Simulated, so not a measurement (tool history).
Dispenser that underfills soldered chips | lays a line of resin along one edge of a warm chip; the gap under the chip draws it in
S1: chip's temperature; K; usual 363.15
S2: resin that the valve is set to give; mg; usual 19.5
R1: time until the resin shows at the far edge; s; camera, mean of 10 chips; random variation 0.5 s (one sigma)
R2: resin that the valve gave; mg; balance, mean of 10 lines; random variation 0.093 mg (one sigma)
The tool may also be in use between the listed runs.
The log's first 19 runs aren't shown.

{"hour": 107.2, "done": "new syringe of resin"}
{"run": 20, "hour": 113.1, "S1": 360.15, "S2": 22.4, "R1": 59.0, "R2": 22.27}
{"hour": 116.8, "done": "new syringe of resin"}
{"run": 21, "hour": 118.2, "S1": 362.15, "S2": 17.2, "R1": 45.7, "R2": 17.19}
{"run": 22, "hour": 123.2, "S1": 362.15, "S2": 17.2, "R1": 55.6, "R2": 16.89}
{"hour": 126.6, "done": "new syringe of resin"}
{"run": 23, "hour": 126.8, "S1": 372.15, "S2": 19.9, "R1": 27.4, "R2": 19.86}
{"run": 24, "hour": 132.1, "S1": 372.15, "S2": 19.9, "R1": 32.5, "R2": 19.74}
{"hour": 136.5, "done": "new syringe of resin"}
{"run": 25, "hour": 139.3, "S1": 351.15, "S2": 18.2, "R1": 82.3, "R2": 17.8}
{"hour": 146.6, "done": "new syringe of resin"}
{"run": 26, "hour": 146.6, "S1": 368.15, "S2": 21.2, "R1": 32.6, "R2": 20.62}
{"run": 27, "hour": 154.2, "S1": 351.15, "S2": 16.9, "R1": 102.9, "R2": 16.47}
{"hour": 156.1, "done": "new syringe of resin"}
{"run": 28, "hour": 158.1, "S1": 351.15, "S2": 16.9, "R1": 83.3, "R2": 16.46}
{"run": 29, "hour": 164.6, "S1": 351.15, "S2": 16.9, "R1": 105.8, "R2": 16.42}
{"hour": 166.0, "done": "new syringe of resin"}
{"run": 30, "hour": 171.6, "S1": 364.15, "S2": 25.2, "R1": 48.8, "R2": 24.22}
{"hour": 176.0, "done": "new syringe of resin"}
{"run": 31, "hour": 176.9, "S1": 364.15, "S2": 24.0, "R1": 41.0, "R2": 23.31}
{"run": 32, "hour": 182.0, "S1": 362.15, "S2": 20.9, "R1": 53.8, "R2": 20.15}
{"hour": 185.6, "done": "new syringe of resin"}
{"run": 33, "hour": 185.7, "S1": 367.15, "S2": 24.4, "R1": 34.4, "R2": 23.41}
{"run": 34, "hour": 189.2, "S1": 363.15, "S2": 18.2, "R1": 47.9, "R2": 17.53}
{"hour": 195.5, "done": "new syringe of resin"}
{"run": 35, "hour": 196.7, "S1": 363.15, "S2": 18.2, "R1": 45.1, "R2": 17.33}
{"run": 36, "hour": 204.4, "S1": 365.15, "S2": 22.5, "R1": 54.0, "R2": 21.21}

3 ways to go on from here, each from the tool as it stands after run 36. What would each give?
{"hour": 205.3, "done": "new syringe of resin"}
{"run": "A", "hour": 211.7, "S1": 362.15, "S2": 22.4, "R1": "?", "R2": "?"}
{"hour": 205.3, "done": "new syringe of resin"}
{"run": "B", "hour": 211.7, "S1": 373.15, "S2": 19.9, "R1": "?", "R2": "?"}
{"hour": 205.3, "done": "new syringe of resin"}
{"run": "C", "hour": 211.7, "S1": 377.15, "S2": 22.1, "R1": "?", "R2": "?"}

run=A R1=55.4 R2=21.15
run=B R1=34.0 R2=18.81
run=C R1=27.2 R2=20.81
Without the tool's hidden state the same runs would have given:
run=A R1=42.1 R2=22.40
run=B R1=26.0 R2=19.92
run=C R1=20.7 R2=22.04

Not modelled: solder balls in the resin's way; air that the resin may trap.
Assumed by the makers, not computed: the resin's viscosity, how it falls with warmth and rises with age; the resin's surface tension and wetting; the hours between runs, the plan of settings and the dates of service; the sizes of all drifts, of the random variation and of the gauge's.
